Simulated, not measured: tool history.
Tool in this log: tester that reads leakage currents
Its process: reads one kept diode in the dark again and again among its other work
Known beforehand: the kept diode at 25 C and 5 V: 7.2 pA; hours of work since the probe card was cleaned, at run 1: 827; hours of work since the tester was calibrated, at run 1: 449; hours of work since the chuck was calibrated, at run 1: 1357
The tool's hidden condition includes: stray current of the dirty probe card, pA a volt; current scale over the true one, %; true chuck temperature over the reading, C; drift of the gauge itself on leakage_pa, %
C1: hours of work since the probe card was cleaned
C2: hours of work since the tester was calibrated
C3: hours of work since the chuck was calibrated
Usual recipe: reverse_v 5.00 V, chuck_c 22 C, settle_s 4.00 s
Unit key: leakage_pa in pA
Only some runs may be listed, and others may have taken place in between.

{"run": 1, "hour": 0.0, "reverse_v": 5.0, "chuck_c": 22, "settle_s": 4.0, "C1": 827, "C2": 449, "C3": 1357, "leakage_pa": 8.85}
{"run": 2, "hour": 59.9, "reverse_v": 5.0, "chuck_c": 22, "settle_s": 4.0, "C1": 853, "C2": 476, "C3": 1384, "leakage_pa": 9.01}
{"run": 3, "hour": 115.3, "reverse_v": 5.0, "chuck_c": 22, "settle_s": 0.53, "C1": 878, "C2": 500, "C3": 1408, "leakage_pa": 11.58}
{"run": 4, "hour": 155.8, "reverse_v": 5.0, "chuck_c": 25, "settle_s": 4.0, "C1": 896, "C2": 518, "C3": 1426, "leakage_pa": 10.78}
{"run": 5, "hour": 228.0, "reverse_v": 5.0, "chuck_c": 25, "settle_s": 4.0, "C1": 928, "C2": 551, "C3": 1458, "leakage_pa": 10.9}
{"run": 6, "hour": 266.1, "reverse_v": 5.0, "chuck_c": 25, "settle_s": 4.0, "C1": 945, "C2": 567, "C3": 1475, "leakage_pa": 10.93}
{"run": 7, "hour": 307.6, "reverse_v": 5.0, "chuck_c": 28, "settle_s": 4.0, "C1": 963, "C2": 586, "C3": 1494, "leakage_pa": 13.18}
{"run": 8, "hour": 356.5, "reverse_v": 5.0, "chuck_c": 46, "settle_s": 4.0, "C1": 985, "C2": 608, "C3": 1516, "leakage_pa": 40.27}
{"run": 9, "hour": 392.4, "reverse_v": 5.0, "chuck_c": 46, "settle_s": 4.0, "C1": 1001, "C2": 624, "C3": 1532, "leakage_pa": 40.32}
{"run": 10, "hour": 423.9, "reverse_v": 5.0, "chuck_c": 22, "settle_s": 2.0, "C1": 1015, "C2": 638, "C3": 1546, "leakage_pa": 9.79}
{"run": 11, "hour": 462.4, "reverse_v": 5.0, "chuck_c": 22, "settle_s": 4.0, "C1": 1032, "C2": 655, "C3": 1563, "leakage_pa": 9.47}
{"run": 12, "hour": 530.7, "reverse_v": 5.0, "chuck_c": 22, "settle_s": 4.0, "C1": 1063, "C2": 685, "C3": 1593, "leakage_pa": 9.59}
{"run": 13, "hour": 564.8, "reverse_v": 5.0, "chuck_c": 22, "settle_s": 4.0, "C1": 1078, "C2": 700, "C3": 1608, "leakage_pa": 9.71}
{"run": 14, "hour": 640.6, "reverse_v": 5.0, "chuck_c": 22, "settle_s": 4.0, "C1": 1111, "C2": 734, "C3": 1642, "leakage_pa": 9.81}
{"run": 15, "hour": 706.1, "reverse_v": 3.72, "chuck_c": 49, "settle_s": 4.0, "C1": 1141, "C2": 763, "C3": 1671, "leakage_pa": 44.16}
{"hour": 722.4, "done": "chuck's temperature calibrated"}
{"run": 16, "hour": 748.3, "reverse_v": 5.0, "chuck_c": 40, "settle_s": 0.82, "C1": 1158, "C2": 781, "C3": 11, "leakage_pa": 26.74}
{"run": 17, "hour": 822.0, "reverse_v": 1.39, "chuck_c": 22, "settle_s": 1.85, "C1": 1191, "C2": 814, "C3": 44, "leakage_pa": 4.89}
{"run": 18, "hour": 866.7, "reverse_v": 1.94, "chuck_c": 30, "settle_s": 1.85, "C1": 1211, "C2": 834, "C3": 64, "leakage_pa": 9.22}
{"run": 19, "hour": 912.8, "reverse_v": 1.94, "chuck_c": 30, "settle_s": 1.85, "C1": 1232, "C2": 854, "C3": 85, "leakage_pa": 9.35}

Run 20, settings as shown, results not yet in. Your forecast:
{"hour": 922.9, "done": "probe card cleaned and baked"}
{"run": 20, "hour": 990.7, "reverse_v": 5.0, "chuck_c": 22, "settle_s": 1.27, "C1": 30, "C2": 887, "C3": 118, "leakage_pa": "?"}

{"run 20": {"leakage_pa": 11.89}}
On a tool with no hidden condition, and with the same random variation, this run would have come out at leakage_pa 6.98 pA.
